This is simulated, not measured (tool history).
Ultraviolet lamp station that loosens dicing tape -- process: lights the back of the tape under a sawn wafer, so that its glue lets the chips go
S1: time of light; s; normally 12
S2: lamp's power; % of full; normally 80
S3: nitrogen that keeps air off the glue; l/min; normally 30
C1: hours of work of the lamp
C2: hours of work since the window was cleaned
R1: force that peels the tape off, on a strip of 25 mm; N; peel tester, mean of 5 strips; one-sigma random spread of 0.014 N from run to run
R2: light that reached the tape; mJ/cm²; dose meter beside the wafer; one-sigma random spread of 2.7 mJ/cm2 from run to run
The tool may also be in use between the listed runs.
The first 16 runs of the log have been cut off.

run    hour  S1   S2  S3    C1   C2     R1   R2
 17     409  12   80  38   898  220  1.412  205
 18   427.3  12   70  30   908  230  1.971  178
 19   457.9  12   70  30   924  247   1.96  175
 20   494.1  20   80  30   944  266  0.745  318
 21   515.2  12   80  13   955  277  2.574  194
 22   543.4  10   65  13   970  293  3.415  126
 23   574.4  24   80  15   987  309  1.042  369
        607  -- window cleaned of glue's vapour
 24   607.5  24   80  15  1004    0  0.815  420
      630.3  -- lamp changed
 25   645.7  13   95  16     8   20  0.685  450
 26   678.9  12   65  47    26   38  0.752  278
 27   707.6  10   96  42    42   54   0.55  341
 28   724.3  10   96  42    51   63  0.542  337
 29   747.5  10   96  42    63   75  0.581  337
 30   765.8  10   96  42    73   85  0.567  327
 31   782.6  23   80  43    82   94  0.193  630
 32   804.2   6   96  30    94  106  1.692  196
 33   835.9  19   95  16   111  123  0.381  596
 34   871.4  12   80  26   130  142  0.919  316
 35     900  12   80  26   145  157  0.879  313
 36   927.6  18   61  24   160  172  0.808  350
 37   961.7  21  100  33   178  191  0.196  661
 38   992.5  21  100  33   195  207  0.219  651
 39  1023.7  16   90  35   212  224  0.375  436
 40  1053.7  16   90  35   228  240  0.391  434

Consider 3 possible next runs. They are alternatives, not a sequence: every one starts from the tool as it was left by run 40. What does each give?
  A  1080.5  11  71  15  243  255   ?   ?
  B  1080.5  12  82  59  243  255   ?   ?
  C  1080.5  12  80  27  243  255   ?   ?

run     R1   R2
  A  1.967  231
  B  0.596  291
  C  1.052  282
Without the tool's hidden state the same runs would have given:
run     R1   R2
  A  1.478  291
  B   0.38  365
  C  0.704  354

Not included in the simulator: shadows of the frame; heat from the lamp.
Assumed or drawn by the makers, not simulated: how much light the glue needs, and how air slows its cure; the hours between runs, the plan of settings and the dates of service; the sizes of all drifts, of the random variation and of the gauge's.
